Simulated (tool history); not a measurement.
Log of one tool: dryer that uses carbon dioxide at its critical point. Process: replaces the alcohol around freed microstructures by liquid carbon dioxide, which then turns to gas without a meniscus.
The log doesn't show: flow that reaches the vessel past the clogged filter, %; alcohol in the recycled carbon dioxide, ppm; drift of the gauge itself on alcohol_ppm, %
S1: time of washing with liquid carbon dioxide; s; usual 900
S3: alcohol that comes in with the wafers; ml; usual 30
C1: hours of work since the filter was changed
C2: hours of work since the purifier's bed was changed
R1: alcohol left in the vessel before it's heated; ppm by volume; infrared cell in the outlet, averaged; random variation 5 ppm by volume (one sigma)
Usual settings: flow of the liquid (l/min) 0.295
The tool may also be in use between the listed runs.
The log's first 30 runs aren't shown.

run 31 day=58.383 | S1=720 flow_of_the_liquid_(l/min)=0.209 S3=36 | C1=209 C2=415 | R1=1061
-- day=60.462 inlet filter changed
run 32 day=60.712 | S1=720 flow_of_the_liquid_(l/min)=0.179 S3=28 | C1=5 C2=458 | R1=1182
run 33 day=63.408 | S1=1140 flow_of_the_liquid_(l/min)=0.179 S3=116 | C1=56 C2=510 | R1=627
run 34 day=64.588 | S1=1140 flow_of_the_liquid_(l/min)=0.179 S3=116 | C1=79 C2=533 | R1=661
run 35 day=66.133 | S1=1200 flow_of_the_liquid_(l/min)=0.459 S3=30 | C1=109 C2=562 | R1=179
run 36 day=68.283 | S1=960 flow_of_the_liquid_(l/min)=0.357 S3=30 | C1=150 C2=603 | R1=191
run 37 day=69.446 | S1=600 flow_of_the_liquid_(l/min)=0.233 S3=96 | C1=172 C2=626 | R1=3172
run 38 day=71.229 | S1=600 flow_of_the_liquid_(l/min)=0.233 S3=96 | C1=206 C2=660 | R1=3472
run 39 day=73.167 | S1=600 flow_of_the_liquid_(l/min)=0.309 S3=80 | C1=243 C2=697 | R1=951
-- day=73.512 inlet filter changed
run 40 day=75.058 | S1=660 flow_of_the_liquid_(l/min)=0.309 S3=80 | C1=30 C2=732 | R1=497
run 41 day=76.175 | S1=660 flow_of_the_liquid_(l/min)=0.240 S3=30 | C1=51 C2=754 | R1=683
run 42 day=77.850 | S1=660 flow_of_the_liquid_(l/min)=0.226 S3=30 | C1=83 C2=786 | R1=874
run 43 day=79.733 | S1=780 flow_of_the_liquid_(l/min)=0.395 S3=96 | C1=119 C2=822 | R1=286
run 44 day=81.617 | S1=1200 flow_of_the_liquid_(l/min)=0.295 S3=43 | C1=155 C2=858 | R1=272
-- day=83.696 purifier's bed changed
run 45 day=83.812 | S1=1200 flow_of_the_liquid_(l/min)=0.295 S3=43 | C1=195 C2=2 | R1=12
run 46 day=85.096 | S1=660 flow_of_the_liquid_(l/min)=0.290 S3=51 | C1=219 C2=27 | R1=394
run 47 day=86.417 | S1=1200 flow_of_the_liquid_(l/min)=0.290 S3=81 | C1=245 C2=52 | R1=31

Forecast each of these 3 alternatives for the next run:
-- day=86.704 inlet filter changed
run A day=88.588 | S1=840 flow_of_the_liquid_(l/min)=0.295 S3=30 | C1=36 C2=93 | R1=?
-- day=86.704 inlet filter changed
run B day=88.588 | S1=1140 flow_of_the_liquid_(l/min)=0.290 S3=70 | C1=36 C2=93 | R1=?
-- day=86.704 inlet filter changed
run C day=88.588 | S1=1200 flow_of_the_liquid_(l/min)=0.290 S3=111 | C1=36 C2=93 | R1=?

run=A R1=57
run=B R1=43
run=C R1=46
Without the tool's hidden state the same runs would have given:
run=A R1=24
run=B R1=11
run=C R1=14
